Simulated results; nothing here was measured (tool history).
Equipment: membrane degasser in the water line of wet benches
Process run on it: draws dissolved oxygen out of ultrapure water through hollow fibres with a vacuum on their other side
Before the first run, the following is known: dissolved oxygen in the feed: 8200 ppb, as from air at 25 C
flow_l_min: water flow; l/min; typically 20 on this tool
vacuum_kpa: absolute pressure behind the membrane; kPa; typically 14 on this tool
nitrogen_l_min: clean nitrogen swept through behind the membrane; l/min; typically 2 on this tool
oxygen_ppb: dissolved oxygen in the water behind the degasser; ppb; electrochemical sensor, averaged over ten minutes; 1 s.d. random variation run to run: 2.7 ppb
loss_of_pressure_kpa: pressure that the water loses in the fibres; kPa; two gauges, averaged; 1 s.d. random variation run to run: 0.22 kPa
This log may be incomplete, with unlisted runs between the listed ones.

Run 1, hour 0: usual settings. Result: oxygen_ppb 265.7 ppb, loss_of_pressure_kpa 53.99 kPa.
Run 2, hour 86.2: usual settings. Result: oxygen_ppb 266.7 ppb, loss_of_pressure_kpa 53.67 kPa.
Run 3, hour 189.4: usual settings. Result: oxygen_ppb 262.8 ppb, loss_of_pressure_kpa 54.07 kPa.
Run 4, hour 323.4: usual settings. Result: oxygen_ppb 266.1 ppb, loss_of_pressure_kpa 53.72 kPa.
Run 5, hour 378.9: usual settings but vacuum_kpa 22 kPa. Result: oxygen_ppb 437.5 ppb, loss_of_pressure_kpa 53.83 kPa.
Run 6, hour 505.4: usual settings but vacuum_kpa 22 kPa, nitrogen_l_min 1.31 l/min. Result: oxygen_ppb 627.5 ppb, loss_of_pressure_kpa 53.96 kPa.
Run 7, hour 564.8: usual settings but vacuum_kpa 22 kPa, nitrogen_l_min 1.31 l/min. Result: oxygen_ppb 630.4 ppb, loss_of_pressure_kpa 53.55 kPa.
Run 8, hour 652.1: usual settings but vacuum_kpa 22 kPa, nitrogen_l_min 1.31 l/min. Result: oxygen_ppb 627.9 ppb, loss_of_pressure_kpa 53.18 kPa.
Run 9, hour 758: usual settings but vacuum_kpa 22 kPa, nitrogen_l_min 1.31 l/min. Result: oxygen_ppb 635.4 ppb, loss_of_pressure_kpa 53.19 kPa.
Run 10, hour 895.3: usual settings but flow_l_min 15 l/min, vacuum_kpa 22 kPa, nitrogen_l_min 1.31 l/min. Result: oxygen_ppb 485.9 ppb, loss_of_pressure_kpa 39.94 kPa.
Run 11, hour 991.6: usual settings but flow_l_min 15 l/min, vacuum_kpa 22 kPa, nitrogen_l_min 1.31 l/min. Result: oxygen_ppb 482.7 ppb, loss_of_pressure_kpa 40.04 kPa.
Run 12, hour 1091.3: usual settings but flow_l_min 15 l/min, vacuum_kpa 8.6 kPa, nitrogen_l_min 1.31 l/min. Result: oxygen_ppb 149.9 ppb, loss_of_pressure_kpa 39.45 kPa.
Run 13, hour 1208.3: usual settings but flow_l_min 18 l/min. Result: oxygen_ppb 237.8 ppb, loss_of_pressure_kpa 47.59 kPa.
Run 14, hour 1267.2: usual settings but flow_l_min 18 l/min. Result: oxygen_ppb 238.6 ppb, loss_of_pressure_kpa 47.84 kPa.
Run 15, hour 1367.6: usual settings but flow_l_min 18 l/min. Result: oxygen_ppb 238.4 ppb, loss_of_pressure_kpa 47.78 kPa.
At hour 1460.2: vacuum gauge calibrated.
Run 16, hour 1489.8: usual settings but flow_l_min 18 l/min. Result: oxygen_ppb 240 ppb, loss_of_pressure_kpa 47.6 kPa.
At hour 1545.1: seals of the vacuum lines changed.
Run 17, hour 1568.6: usual settings but flow_l_min 15 l/min, vacuum_kpa 11.8 kPa, nitrogen_l_min 2.06 l/min. Result: oxygen_ppb 154.3 ppb, loss_of_pressure_kpa 39.71 kPa.
Run 18, hour 1660.3: usual settings but flow_l_min 13 l/min, vacuum_kpa 26.4 kPa, nitrogen_l_min 2.33 l/min. Result: oxygen_ppb 300.7 ppb, loss_of_pressure_kpa 34.44 kPa.
Run 19, hour 1744.1: usual settings but flow_l_min 18 l/min, vacuum_kpa 14.3 kPa, nitrogen_l_min 2.77 l/min. Result: oxygen_ppb 186 ppb, loss_of_pressure_kpa 48.12 kPa.
Run 20, hour 1842.8: usual settings but flow_l_min 24 l/min, vacuum_kpa 22.4 kPa, nitrogen_l_min 0.84 l/min. Result: oxygen_ppb 1071.2 ppb, loss_of_pressure_kpa 63.78 kPa.
Run 21, hour 1975.5: usual settings but vacuum_kpa 10.5 kPa, nitrogen_l_min 2.92 l/min. Result: oxygen_ppb 139.1 ppb, loss_of_pressure_kpa 52.48 kPa.
Run 22, hour 2078.1: usual settings but vacuum_kpa 12.8 kPa, nitrogen_l_min 2.92 l/min. Result: oxygen_ppb 173.2 ppb, loss_of_pressure_kpa 52.41 kPa.
Run 23, hour 2135.6: usual settings but flow_l_min 23 l/min, vacuum_kpa 12.5 kPa, nitrogen_l_min 1.39 l/min. Result: oxygen_ppb 373.5 ppb, loss_of_pressure_kpa 60.58 kPa.
Run 24, hour 2208.9: usual settings but flow_l_min 23 l/min, vacuum_kpa 20.4 kPa, nitrogen_l_min 2.47 l/min. Result: oxygen_ppb 406.2 ppb, loss_of_pressure_kpa 60.59 kPa.
Run 25, hour 2302.2: usual settings but flow_l_min 29 l/min, vacuum_kpa 17 kPa, nitrogen_l_min 2.11 l/min. Result: oxygen_ppb 482.7 ppb, loss_of_pressure_kpa 76.04 kPa.
Run 26, hour 2421.3: usual settings but flow_l_min 29 l/min, vacuum_kpa 17 kPa, nitrogen_l_min 2.11 l/min. Result: oxygen_ppb 494.8 ppb, loss_of_pressure_kpa 76.45 kPa.
Run 27, hour 2542.3: usual settings but flow_l_min 29 l/min, vacuum_kpa 17 kPa, nitrogen_l_min 2.11 l/min. Result: oxygen_ppb 490.6 ppb, loss_of_pressure_kpa 76.13 kPa.
Run 28, hour 2680.1: usual settings but flow_l_min 29 l/min, vacuum_kpa 17 kPa, nitrogen_l_min 1.6 l/min. Result: oxygen_ppb 601.9 ppb, loss_of_pressure_kpa 76.75 kPa.
Run 29, hour 2740.5: usual settings but flow_l_min 29 l/min, vacuum_kpa 17 kPa, nitrogen_l_min 1.6 l/min. Result: oxygen_ppb 590.3 ppb, loss_of_pressure_kpa 76.29 kPa.
At hour 2767.4: gauge calibrated.
Run 30, hour 2854.7: usual settings but flow_l_min 13 l/min, vacuum_kpa 16.5 kPa, nitrogen_l_min 1 l/min. Result: oxygen_ppb 378.1 ppb, loss_of_pressure_kpa 34.89 kPa.
Run 31, hour 2934.9: usual settings but flow_l_min 15 l/min, vacuum_kpa 25.4 kPa, nitrogen_l_min 4.09 l/min. Result: oxygen_ppb 203.3 ppb, loss_of_pressure_kpa 40.44 kPa.

Measured less the same run without the tool's hidden state. The same run-to-run variation is in both; the gauge's scatter may not be:
The tool's hidden condition here consists of: membrane still open, %; true pressure behind the membrane over the reading, kPa; air that leaks in behind the membrane, l/min; drift of the gauge itself on oxygen_ppb, %; drift of the gauge itself on loss_of_pressure_kpa, %.
run  loss_of_pressure_kpa
  1                 +0.03
  2                 -0.01
  3                 -0.06
  4                 -0.13
  5                 -0.15
  6                 -0.22
  7                 -0.24
  8                 -0.29
  9                 -0.34
 10                  -0.3
 11                 -0.34
 12                 -0.38
 13                 -0.49
 14                 -0.53
 15                 -0.57
 16                 -0.62
 17                 -0.55
 18                  -0.5
 19                 -0.74
 20                 -1.04
 21                 -0.92
 22                 -0.98
 23                 -1.16
 24                  -1.2
 25                 -1.57
 26                 -1.66
 27                 -1.74
 28                 -1.85
 29                 -1.89
 30                    +0
 31                 -0.02
oxygen_ppb: at most 0.4 ppb away from the measurement, every run.
